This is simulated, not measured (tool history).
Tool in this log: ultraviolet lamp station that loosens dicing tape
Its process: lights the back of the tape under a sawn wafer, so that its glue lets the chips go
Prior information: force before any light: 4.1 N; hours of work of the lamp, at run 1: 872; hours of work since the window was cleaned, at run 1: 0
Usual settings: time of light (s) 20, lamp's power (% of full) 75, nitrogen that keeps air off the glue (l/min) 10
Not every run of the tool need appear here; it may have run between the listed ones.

run,hour,time of light (s),lamp's power (% of full),nitrogen that keeps air off the glue (l/min),hours of work of the lamp,hours of work since the window was cleaned,force that peels the tape off (N),light that reached the tape (mJ/cm2)
1,0,20,75,10,872,0,0.511,449
2,71.7,20,75,10,908,36,0.495,453
# hour 80.5: lamp changed
3,126.8,20,75,10,23,62,0.494,446
4,213.5,20,75,10,66,105,0.52,455
5,299.6,20,75,10,109,148,0.521,457
6,366.1,20,75,10,142,181,0.523,450
7,423,20,75,10,170,209,0.513,454
8,515.8,20,75,10,216,255,0.5,453
9,583.1,20,75,16,249,289,0.427,452
10,639.7,20,75,10,277,317,0.505,452
11,705.8,20,75,10,310,350,0.509,456
12,795.3,20,75,10,355,394,0.522,451
13,864.7,20,75,10,389,428,0.502,456
14,938.8,20,75,10,426,465,0.518,455
15,1000.7,20,75,10,457,496,0.509,448
# hour 1054.5: window cleaned of glue's vapour
16,1071.5,20,75,10,491,8,0.501,450
17,1156.3,20,67,10,533,51,0.609,403
18,1209,20,67,10,560,77,0.62,405
19,1267.1,20,67,10,588,105,0.612,406
20,1328.2,20,67,10,619,136,0.593,400
21,1382.9,20,67,10,646,163,0.579,400
22,1461.4,31,75,3,685,202,0.484,701
23,1548.5,20,68,14,728,245,0.52,408
24,1602,26,91,5,755,272,0.365,714
25,1698,26,91,5,802,319,0.361,707
26,1757.1,23,91,5,832,349,0.431,628
27,1820,23,91,5,863,380,0.441,628
28,1891.8,20,75,10,898,415,0.523,454
# hour 1926.6: lamp changed
29,1963.9,17,71,4,18,451,1.084,369
30,2005.5,16,75,10,39,471,0.708,361
31,2066.1,20,62,10,69,501,0.687,377
32,2107.5,20,62,10,90,522,0.676,374

Expected results for the next run?
# hour 2114.6: window cleaned of glue's vapour
33,2176.6,20,62,10,124,31,?,?

force that peels the tape off (N): 0.699
light that reached the tape (mJ/cm2): 371
Minus the tool's unlogged condition, the same run would have read force that peels the tape off (N) 0.698, light that reached the tape (mJ/cm2) 371.

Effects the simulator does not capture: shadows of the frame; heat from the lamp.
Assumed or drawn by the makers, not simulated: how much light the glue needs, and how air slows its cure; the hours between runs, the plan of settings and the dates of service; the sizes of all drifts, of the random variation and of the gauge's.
